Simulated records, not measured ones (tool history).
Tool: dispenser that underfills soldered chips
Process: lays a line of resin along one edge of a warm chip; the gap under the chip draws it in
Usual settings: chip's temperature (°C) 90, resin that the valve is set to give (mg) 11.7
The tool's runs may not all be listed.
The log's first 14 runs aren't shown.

| run | hour | chip's temperature (°C) | resin that the valve is set to give (mg) | time until the resin shows at the far edge (s) | resin that the valve gave (mg) |
|---|---|---|---|---|---|
| 15 | 80.3 | 95 | 11.7 | 33 | 11.36 |
|  | 82 | dispensing valve cleaned and set on the balance |
|  | 85 | new syringe of resin |
| 16 | 89.2 | 95 | 11.7 | 22.3 | 11.64 |
| 17 | 93.9 | 95 | 11.7 | 27.2 | 11.65 |
| 18 | 98.5 | 95 | 11.7 | 33.4 | 11.62 |
|  | 102.2 | new syringe of resin |
| 19 | 104.6 | 78 | 13.3 | 44.2 | 13.19 |
| 20 | 108 | 78 | 13.3 | 48.6 | 13.18 |
| 21 | 114.8 | 78 | 13.3 | 65.3 | 13.18 |
|  | 119.1 | new syringe of resin |
| 22 | 119.5 | 78 | 13.3 | 40.1 | 13.14 |
| 23 | 126.2 | 86 | 14.2 | 37.4 | 13.95 |
| 24 | 133.5 | 86 | 14.2 | 48.7 | 13.9 |
|  | 136 | new syringe of resin |
| 25 | 138.9 | 86 | 14.2 | 31.1 | 13.86 |
| 26 | 146.6 | 84 | 10.2 | 48.5 | 10 |
| 27 | 151.2 | 84 | 10.2 | 56.9 | 9.91 |
|  | 152.9 | new syringe of resin |
| 28 | 158.6 | 105 | 14.1 | 16.9 | 13.65 |
|  | 165.3 | dispensing valve cleaned and set on the balance |
| 29 | 165.3 | 76 | 12.4 | 67.1 | 12.4 |
|  | 170.8 | new syringe of resin |
| 30 | 172.8 | 99 | 12.7 | 18.2 | 12.69 |
| 31 | 179.7 | 89 | 14 | 34.4 | 13.93 |
| 32 | 186.9 | 89 | 14 | 44.3 | 13.9 |
|  | 187.9 | new syringe of resin |
| 33 | 192 | 90 | 11.3 | 28.9 | 11.14 |
| 34 | 198.7 | 90 | 11.3 | 37.2 | 11.19 |
| 35 | 203.1 | 90 | 12.5 | 44 | 12.35 |
|  | 205.1 | new syringe of resin |
| 36 | 208.3 | 76 | 13.2 | 49 | 13.05 |

Consider 4 possible next runs. They are alternatives, not a sequence: every one starts from the tool as it was left by run 36. What does each give?
| A | 215.6 | 102 | 11.7 | ? | ? |
| B | 215.6 | 101 | 14.4 | ? | ? |
| C | 215.6 | 81 | 11.4 | ? | ? |
| D | 215.6 | 96 | 10.3 | ? | ? |

| run | time until the resin shows at the far edge (s) | resin that the valve gave (mg) |
|---|---|---|
| A | 22.2 | 11.51 |
| B | 22.2 | 14.08 |
| C | 52.4 | 11.18 |
| D | 29.8 | 10.09 |
With no hidden state in the tool, these same runs would have given:
| run | time until the resin shows at the far edge (s) | resin that the valve gave (mg) |
|---|---|---|
| A | 14.2 | 11.74 |
| B | 14.1 | 14.36 |
| C | 33.6 | 11.4 |
| D | 19.2 | 10.29 |

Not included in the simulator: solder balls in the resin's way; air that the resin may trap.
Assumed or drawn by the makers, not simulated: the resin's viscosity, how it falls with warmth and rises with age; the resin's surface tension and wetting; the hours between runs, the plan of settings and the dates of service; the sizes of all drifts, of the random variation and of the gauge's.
